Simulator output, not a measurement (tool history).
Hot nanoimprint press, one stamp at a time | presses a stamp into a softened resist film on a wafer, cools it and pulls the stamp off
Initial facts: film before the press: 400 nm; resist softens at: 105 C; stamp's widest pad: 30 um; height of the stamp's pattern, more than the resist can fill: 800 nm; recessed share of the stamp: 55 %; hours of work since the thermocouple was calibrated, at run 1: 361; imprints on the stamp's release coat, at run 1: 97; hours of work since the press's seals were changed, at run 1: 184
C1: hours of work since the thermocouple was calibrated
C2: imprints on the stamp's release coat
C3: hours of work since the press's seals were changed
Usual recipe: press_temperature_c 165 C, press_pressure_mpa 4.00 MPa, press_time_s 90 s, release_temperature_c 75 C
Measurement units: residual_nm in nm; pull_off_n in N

{"run": 1, "hour": 0.0, "press_temperature_c": 165, "press_pressure_mpa": 4.0, "press_time_s": 90, "release_temperature_c": 75, "C1": 361, "C2": 97, "C3": 184, "residual_nm": 243.8, "pull_off_n": 181}
{"run": 2, "hour": 13.2, "press_temperature_c": 165, "press_pressure_mpa": 4.0, "press_time_s": 90, "release_temperature_c": 75, "C1": 370, "C2": 143, "C3": 192, "residual_nm": 242.8, "pull_off_n": 187}
{"run": 3, "hour": 19.8, "press_temperature_c": 165, "press_pressure_mpa": 4.0, "press_time_s": 90, "release_temperature_c": 62, "C1": 374, "C2": 166, "C3": 197, "residual_nm": 246.1, "pull_off_n": 240}
{"run": 4, "hour": 25.9, "press_temperature_c": 165, "press_pressure_mpa": 4.0, "press_time_s": 90, "release_temperature_c": 75, "C1": 378, "C2": 187, "C3": 201, "residual_nm": 244.7, "pull_off_n": 190}
{"run": 5, "hour": 39.1, "press_temperature_c": 165, "press_pressure_mpa": 4.0, "press_time_s": 90, "release_temperature_c": 75, "C1": 387, "C2": 233, "C3": 209, "residual_nm": 244.2, "pull_off_n": 195}
{"run": 6, "hour": 51.0, "press_temperature_c": 165, "press_pressure_mpa": 4.0, "press_time_s": 90, "release_temperature_c": 75, "C1": 395, "C2": 274, "C3": 217, "residual_nm": 246.9, "pull_off_n": 191}
{"run": 7, "hour": 65.2, "press_temperature_c": 165, "press_pressure_mpa": 4.0, "press_time_s": 90, "release_temperature_c": 75, "C1": 404, "C2": 323, "C3": 227, "residual_nm": 247.1, "pull_off_n": 201}
{"run": 8, "hour": 74.8, "press_temperature_c": 165, "press_pressure_mpa": 4.0, "press_time_s": 90, "release_temperature_c": 75, "C1": 411, "C2": 357, "C3": 233, "residual_nm": 246.8, "pull_off_n": 197}
{"hour": 87.7, "done": "plate thermocouple calibrated"}
{"run": 9, "hour": 90.0, "press_temperature_c": 165, "press_pressure_mpa": 4.0, "press_time_s": 90, "release_temperature_c": 75, "C1": 2, "C2": 399, "C3": 241, "residual_nm": 227.1, "pull_off_n": 191}
{"run": 10, "hour": 99.7, "press_temperature_c": 165, "press_pressure_mpa": 4.0, "press_time_s": 90, "release_temperature_c": 75, "C1": 8, "C2": 433, "C3": 248, "residual_nm": 229.9, "pull_off_n": 194}
{"run": 11, "hour": 106.1, "press_temperature_c": 165, "press_pressure_mpa": 4.0, "press_time_s": 90, "release_temperature_c": 75, "C1": 12, "C2": 455, "C3": 252, "residual_nm": 226.0, "pull_off_n": 192}
{"run": 12, "hour": 115.1, "press_temperature_c": 165, "press_pressure_mpa": 4.0, "press_time_s": 90, "release_temperature_c": 75, "C1": 18, "C2": 486, "C3": 258, "residual_nm": 227.2, "pull_off_n": 195}
{"run": 13, "hour": 125.5, "press_temperature_c": 165, "press_pressure_mpa": 4.0, "press_time_s": 90, "release_temperature_c": 75, "C1": 25, "C2": 522, "C3": 265, "residual_nm": 228.1, "pull_off_n": 189}
{"run": 14, "hour": 134.0, "press_temperature_c": 165, "press_pressure_mpa": 4.0, "press_time_s": 90, "release_temperature_c": 75, "C1": 31, "C2": 552, "C3": 270, "residual_nm": 226.5, "pull_off_n": 200}
{"run": 15, "hour": 143.6, "press_temperature_c": 165, "press_pressure_mpa": 4.0, "press_time_s": 90, "release_temperature_c": 65, "C1": 37, "C2": 585, "C3": 277, "residual_nm": 226.0, "pull_off_n": 233}
{"run": 16, "hour": 151.2, "press_temperature_c": 175, "press_pressure_mpa": 4.0, "press_time_s": 65, "release_temperature_c": 71, "C1": 42, "C2": 611, "C3": 282, "residual_nm": 162.9, "pull_off_n": 212}
{"hour": 160.4, "done": "stamp cleaned and given a new release coat"}
{"run": 17, "hour": 170.1, "press_temperature_c": 156, "press_pressure_mpa": 5.43, "press_time_s": 104, "release_temperature_c": 65, "C1": 51, "C2": 33, "C3": 290, "residual_nm": 286.6, "pull_off_n": 212}
{"run": 18, "hour": 180.0, "press_temperature_c": 174, "press_pressure_mpa": 4.0, "press_time_s": 102, "release_temperature_c": 75, "C1": 57, "C2": 68, "C3": 297, "residual_nm": 143.4, "pull_off_n": 177}
{"run": 19, "hour": 186.1, "press_temperature_c": 174, "press_pressure_mpa": 4.0, "press_time_s": 102, "release_temperature_c": 75, "C1": 61, "C2": 89, "C3": 301, "residual_nm": 143.9, "pull_off_n": 177}
{"run": 20, "hour": 195.1, "press_temperature_c": 174, "press_pressure_mpa": 4.0, "press_time_s": 158, "release_temperature_c": 81, "C1": 67, "C2": 120, "C3": 307, "residual_nm": 120.9, "pull_off_n": 155}
{"run": 21, "hour": 203.8, "press_temperature_c": 169, "press_pressure_mpa": 4.0, "press_time_s": 99, "release_temperature_c": 72, "C1": 73, "C2": 150, "C3": 312, "residual_nm": 186.4, "pull_off_n": 195}
{"run": 22, "hour": 214.3, "press_temperature_c": 165, "press_pressure_mpa": 4.0, "press_time_s": 59, "release_temperature_c": 69, "C1": 80, "C2": 187, "C3": 319, "residual_nm": 261.4, "pull_off_n": 204}
{"run": 23, "hour": 227.1, "press_temperature_c": 159, "press_pressure_mpa": 5.06, "press_time_s": 149, "release_temperature_c": 75, "C1": 88, "C2": 231, "C3": 328, "residual_nm": 236.3, "pull_off_n": 184}
{"run": 24, "hour": 236.3, "press_temperature_c": 159, "press_pressure_mpa": 5.06, "press_time_s": 149, "release_temperature_c": 75, "C1": 94, "C2": 263, "C3": 334, "residual_nm": 236.1, "pull_off_n": 184}
{"run": 25, "hour": 250.0, "press_temperature_c": 159, "press_pressure_mpa": 5.06, "press_time_s": 149, "release_temperature_c": 75, "C1": 103, "C2": 311, "C3": 343, "residual_nm": 240.9, "pull_off_n": 188}
{"run": 26, "hour": 263.7, "press_temperature_c": 159, "press_pressure_mpa": 5.06, "press_time_s": 149, "release_temperature_c": 69, "C1": 112, "C2": 359, "C3": 352, "residual_nm": 240.4, "pull_off_n": 221}
{"run": 27, "hour": 271.2, "press_temperature_c": 165, "press_pressure_mpa": 5.86, "press_time_s": 45, "release_temperature_c": 75, "C1": 117, "C2": 385, "C3": 357, "residual_nm": 252.9, "pull_off_n": 185}
{"run": 28, "hour": 282.8, "press_temperature_c": 165, "press_pressure_mpa": 5.86, "press_time_s": 45, "release_temperature_c": 75, "C1": 125, "C2": 425, "C3": 365, "residual_nm": 252.2, "pull_off_n": 186}
{"run": 29, "hour": 296.6, "press_temperature_c": 176, "press_pressure_mpa": 5.76, "press_time_s": 59, "release_temperature_c": 77, "C1": 134, "C2": 473, "C3": 374, "residual_nm": 139.7, "pull_off_n": 193}
{"run": 30, "hour": 310.7, "press_temperature_c": 176, "press_pressure_mpa": 5.76, "press_time_s": 59, "release_temperature_c": 77, "C1": 143, "C2": 522, "C3": 383, "residual_nm": 142.9, "pull_off_n": 194}

How the hidden state differs across the entries between the runs, from the last listed run before each to the first after it:
Runs 8 to 9: plate thermocouple calibrated (hour 87.7)
  true temperature over the reading, C: -1.92 -> 0.13; pressure that arrives at the usual setting, %: 98.01 -> 97.93; grip of the stamp's worn release coat, % over a new coat's: 8.6 -> 9.7
  what was measured, less what the result would be without the hidden state, residual_nm: +21.2 -> +0.4 nm; pull_off_n: +23 -> +16 N
Runs 16 to 17: stamp cleaned and given a new release coat (hour 160.4)
  true temperature over the reading, C: -0.07 -> -0.11; pressure that arrives at the usual setting, %: 97.58 -> 97.51; grip of the stamp's worn release coat, % over a new coat's: 14.9 -> 0.8
  what was measured, less what the result would be without the hidden state, residual_nm: +2.3 -> +3.9 nm; pull_off_n: +28 -> +2 N
